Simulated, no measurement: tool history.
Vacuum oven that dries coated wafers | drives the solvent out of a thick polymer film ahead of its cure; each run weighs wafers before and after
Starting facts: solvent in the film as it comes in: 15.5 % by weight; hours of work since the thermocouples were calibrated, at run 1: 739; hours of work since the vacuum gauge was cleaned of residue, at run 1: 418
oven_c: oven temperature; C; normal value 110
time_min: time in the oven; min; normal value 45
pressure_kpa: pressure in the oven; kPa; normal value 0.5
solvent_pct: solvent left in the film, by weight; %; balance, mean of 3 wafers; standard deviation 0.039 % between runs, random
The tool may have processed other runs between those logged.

run,day,oven_c,time_min,pressure_kpa,hours of work since the thermocouples were calibrated,hours of work since the vacuum gauge was cleaned of residue,solvent_pct
1,0,110,45,0.5,739,418,1.31
2,2.571,110,45,0.5,768,447,1.39
3,5.225,110,45,0.5,797,476,1.37
4,7.479,110,45,0.5,822,501,1.41
5,8.958,110,45,0.5,839,518,1.42
6,11.667,114,45,0.5,869,548,0.98
7,13.308,114,45,0.5,887,566,1
8,15.062,114,45,0.5,907,586,1.07
9,17.583,110,48,0.5,935,614,1.23
10,19.125,110,45,0.5,952,631,1.46
# day 19.633: oven's thermocouples calibrated
11,21.458,110,45,0.5,20,656,1.46
12,23.079,110,45,0.5,38,674,1.45
13,24.338,110,45,0.5,52,689,1.49
14,27.038,110,45,0.5,83,719,1.45
15,28.312,110,60,0.5,97,733,0.94
# day 29.117: oven's thermocouples calibrated, once more
16,30.175,110,39,0.5,12,753,1.63
17,31.483,110,46,0.751,26,767,1.42
18,33.242,121,25,0.303,46,787,1.51
19,36.138,101,35,0.893,78,819,3.79
20,37.488,101,62,0.889,93,834,1.79
21,40.429,96,62,1.208,126,867,2.87
22,42.329,118,62,1.208,147,888,0.66
23,44.292,121,53,1.265,169,910,0.69
24,46.579,110,60,0.704,195,936,0.9
25,49.617,110,60,0.704,229,970,0.94
26,50.946,105,45,0.283,243,984,1.82
27,52.271,103,45,0.283,258,999,2.19

Run 28, settings as shown, results not yet in. Your forecast:
28,54.958,103,45,0.283,288,1029,?

Run 28 produced solvent_pct 2.14 %.
With no hidden state in the tool, this same run would have given solvent_pct 1.88 %.
